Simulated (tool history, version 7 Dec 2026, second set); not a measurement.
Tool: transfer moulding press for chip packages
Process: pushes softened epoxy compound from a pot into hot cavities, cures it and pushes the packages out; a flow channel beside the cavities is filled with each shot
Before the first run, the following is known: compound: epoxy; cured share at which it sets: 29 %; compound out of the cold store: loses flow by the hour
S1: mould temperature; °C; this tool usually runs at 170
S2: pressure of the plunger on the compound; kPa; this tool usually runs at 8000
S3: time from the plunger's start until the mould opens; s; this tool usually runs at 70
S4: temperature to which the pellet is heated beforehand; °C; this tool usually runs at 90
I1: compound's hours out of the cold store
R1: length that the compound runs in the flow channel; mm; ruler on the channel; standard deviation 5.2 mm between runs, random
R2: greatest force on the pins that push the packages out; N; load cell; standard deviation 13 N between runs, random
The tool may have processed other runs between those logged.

{"run": 1, "day": 0.0, "S1": 170, "S2": 8000, "S3": 70, "S4": 90, "I1": 19.6, "R1": 538, "R2": 613}
{"run": 2, "day": 1.317, "S1": 170, "S2": 8000, "S3": 70, "S4": 90, "I1": 46.8, "R1": 482, "R2": 608}
{"day": 2.242, "done": "cavities cleaned with cleaning compound and waxed"}
{"run": 3, "day": 3.371, "S1": 170, "S2": 8000, "S3": 70, "S4": 90, "I1": 25.7, "R1": 524, "R2": 612}
{"day": 4.125, "done": "plunger's sealing rings changed"}
{"day": 4.625, "done": "cavities cleaned with cleaning compound and waxed"}
{"run": 4, "day": 5.138, "S1": 170, "S2": 8000, "S3": 70, "S4": 90, "I1": 23.1, "R1": 523, "R2": 597}
{"day": 5.867, "done": "mould's thermocouples calibrated"}
{"day": 6.888, "done": "cavities cleaned with cleaning compound and waxed"}
{"run": 5, "day": 7.433, "S1": 170, "S2": 8000, "S3": 70, "S4": 90, "I1": 12.6, "R1": 540, "R2": 629}
{"run": 6, "day": 8.438, "S1": 170, "S2": 8000, "S3": 70, "S4": 90, "I1": 22.3, "R1": 533, "R2": 621}
{"day": 9.092, "done": "cavities cleaned with cleaning compound and waxed"}
{"run": 7, "day": 10.5, "S1": 170, "S2": 8000, "S3": 70, "S4": 90, "I1": 21.3, "R1": 531, "R2": 643}
{"day": 11.4, "done": "cavities cleaned with cleaning compound and waxed"}
{"run": 8, "day": 12.162, "S1": 170, "S2": 8000, "S3": 70, "S4": 90, "I1": 34.0, "R1": 500, "R2": 633}
{"day": 13.625, "done": "cavities cleaned with cleaning compound and waxed"}
{"run": 9, "day": 14.342, "S1": 170, "S2": 8000, "S3": 70, "S4": 90, "I1": 8.7, "R1": 553, "R2": 642}
{"day": 15.808, "done": "cavities cleaned with cleaning compound and waxed"}
{"run": 10, "day": 15.942, "S1": 170, "S2": 8000, "S3": 70, "S4": 90, "I1": 29.5, "R1": 513, "R2": 589}
{"run": 11, "day": 17.592, "S1": 170, "S2": 9010, "S3": 70, "S4": 90, "I1": 46.3, "R1": 507, "R2": 584}
{"day": 17.996, "done": "cavities cleaned with cleaning compound and waxed"}
{"run": 12, "day": 19.075, "S1": 170, "S2": 9010, "S3": 70, "S4": 90, "I1": 32.4, "R1": 536, "R2": 623}
{"day": 20.321, "done": "cavities cleaned with cleaning compound and waxed"}
{"run": 13, "day": 21.433, "S1": 170, "S2": 9010, "S3": 70, "S4": 90, "I1": 24.8, "R1": 555, "R2": 607}
{"day": 22.558, "done": "cavities cleaned with cleaning compound and waxed"}
{"run": 14, "day": 22.904, "S1": 170, "S2": 9010, "S3": 70, "S4": 90, "I1": 34.4, "R1": 533, "R2": 615}
{"day": 23.858, "done": "plunger's sealing rings changed"}
{"day": 24.838, "done": "cavities cleaned with cleaning compound and waxed"}
{"run": 15, "day": 24.838, "S1": 178, "S2": 9010, "S3": 56, "S4": 90, "I1": 24.1, "R1": 538, "R2": 605}
{"run": 16, "day": 26.346, "S1": 178, "S2": 9010, "S3": 56, "S4": 90, "I1": 17.5, "R1": 553, "R2": 600}
{"day": 27.021, "done": "cavities cleaned with cleaning compound and waxed"}
{"run": 17, "day": 27.821, "S1": 170, "S2": 8000, "S3": 65, "S4": 95, "I1": 11.8, "R1": 558, "R2": 713}
{"day": 29.321, "done": "cavities cleaned with cleaning compound and waxed"}
{"run": 18, "day": 29.962, "S1": 170, "S2": 8000, "S3": 72, "S4": 87, "I1": 37.9, "R1": 491, "R2": 579}
{"day": 31.521, "done": "cavities cleaned with cleaning compound and waxed"}
{"run": 19, "day": 32.121, "S1": 170, "S2": 6870, "S3": 88, "S4": 93, "I1": 40.9, "R1": 448, "R2": 487}
{"day": 33.762, "done": "cavities cleaned with cleaning compound and waxed"}
{"run": 20, "day": 34.308, "S1": 175, "S2": 8870, "S3": 81, "S4": 98, "I1": 43.9, "R1": 489, "R2": 447}
{"run": 21, "day": 35.342, "S1": 175, "S2": 8870, "S3": 81, "S4": 98, "I1": 39.1, "R1": 492, "R2": 456}
{"day": 35.954, "done": "cavities cleaned with cleaning compound and waxed"}
{"run": 22, "day": 36.346, "S1": 174, "S2": 8870, "S3": 81, "S4": 98, "I1": 36.1, "R1": 517, "R2": 463}
{"day": 38.167, "done": "cavities cleaned with cleaning compound and waxed"}
{"run": 23, "day": 38.6, "S1": 174, "S2": 8870, "S3": 81, "S4": 98, "I1": 11.6, "R1": 574, "R2": 485}
{"day": 40.492, "done": "cavities cleaned with cleaning compound and waxed"}
{"run": 24, "day": 40.842, "S1": 174, "S2": 9810, "S3": 97, "S4": 99, "I1": 18.9, "R1": 584, "R2": 462}
{"day": 42.667, "done": "cavities cleaned with cleaning compound and waxed"}
{"run": 25, "day": 42.708, "S1": 170, "S2": 7190, "S3": 70, "S4": 99, "I1": 44.8, "R1": 448, "R2": 583}
{"day": 43.567, "done": "plunger's sealing rings changed"}
{"run": 26, "day": 44.7, "S1": 173, "S2": 9760, "S3": 57, "S4": 95, "I1": 29.3, "R1": 554, "R2": 754}

Branching from run 26: 5 alternative next runs. What would each branch give?
{"day": 45.104, "done": "cavities cleaned with cleaning compound and waxed"}
{"run": "A", "day": 47.083, "S1": 173, "S2": 9760, "S3": 57, "S4": 94, "I1": 25.2, "R1": "?", "R2": "?"}
{"day": 45.104, "done": "cavities cleaned with cleaning compound and waxed"}
{"run": "B", "day": 47.083, "S1": 171, "S2": 6000, "S3": 70, "S4": 80, "I1": 44.8, "R1": "?", "R2": "?"}
{"day": 45.104, "done": "cavities cleaned with cleaning compound and waxed"}
{"run": "C", "day": 47.083, "S1": 170, "S2": 8000, "S3": 70, "S4": 89, "I1": 45.5, "R1": "?", "R2": "?"}
{"day": 45.104, "done": "cavities cleaned with cleaning compound and waxed"}
{"run": "D", "day": 47.083, "S1": 173, "S2": 7010, "S3": 57, "S4": 95, "I1": 46.1, "R1": "?", "R2": "?"}
{"day": 45.104, "done": "cavities cleaned with cleaning compound and waxed"}
{"run": "E", "day": 47.083, "S1": 177, "S2": 8000, "S3": 62, "S4": 80, "I1": 38.6, "R1": "?", "R2": "?"}

run=A R1=565 R2=781
run=B R1=413 R2=588
run=C R1=478 R2=589
run=D R1=442 R2=710
run=E R1=479 R2=530
Had the tool no hidden state, the same runs would have come out as:
run=A R1=565 R2=775
run=B R1=413 R2=583
run=C R1=478 R2=585
run=D R1=442 R2=704
run=E R1=479 R2=526

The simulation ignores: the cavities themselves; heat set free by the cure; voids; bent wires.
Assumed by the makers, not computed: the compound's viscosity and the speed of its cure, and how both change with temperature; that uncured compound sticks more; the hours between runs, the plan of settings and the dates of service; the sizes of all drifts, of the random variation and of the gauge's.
